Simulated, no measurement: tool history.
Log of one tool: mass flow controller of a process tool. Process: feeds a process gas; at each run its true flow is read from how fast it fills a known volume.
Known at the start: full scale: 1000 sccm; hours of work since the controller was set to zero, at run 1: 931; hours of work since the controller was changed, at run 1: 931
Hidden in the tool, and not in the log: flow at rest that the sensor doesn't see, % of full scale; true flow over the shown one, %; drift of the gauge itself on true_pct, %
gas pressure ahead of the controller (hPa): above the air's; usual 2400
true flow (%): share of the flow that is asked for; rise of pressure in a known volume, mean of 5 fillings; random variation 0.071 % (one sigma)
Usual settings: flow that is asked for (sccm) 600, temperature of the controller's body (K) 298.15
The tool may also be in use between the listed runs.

| run | hour | flow that is asked for (sccm) | gas pressure ahead of the controller (hPa) | temperature of the controller's body (K) | hours of work since the controller was set to zero | hours of work since the controller was changed | true flow (%) |
|---|---|---|---|---|---|---|---|
| 1 | 0 | 600 | 2400 | 298.15 | 931 | 931 | 100.69 |
| 2 | 422.7 | 600 | 2030 | 298.15 | 1145 | 1145 | 100.72 |
| 3 | 788.2 | 600 | 2030 | 298.15 | 1330 | 1330 | 100.76 |
| 4 | 1194.2 | 600 | 2400 | 298.15 | 1535 | 1535 | 101.17 |
| 5 | 1629.1 | 600 | 2400 | 298.15 | 1755 | 1755 | 101.09 |
| 6 | 1833.9 | 600 | 2400 | 298.15 | 1858 | 1858 | 101.24 |
| 7 | 2059.6 | 600 | 2770 | 298.15 | 1972 | 1972 | 101.57 |
| 8 | 2290.7 | 274 | 1640 | 310.15 | 2089 | 2089 | 102.72 |

The next listed run, before its measurement:
| 9 | 2518.7 | 274 | 1640 | 310.15 | 2204 | 2204 | ? |

Run 9 gave true flow (%) 102.88.
Without the tool's hidden state the same run would have given true flow (%) 100.8.
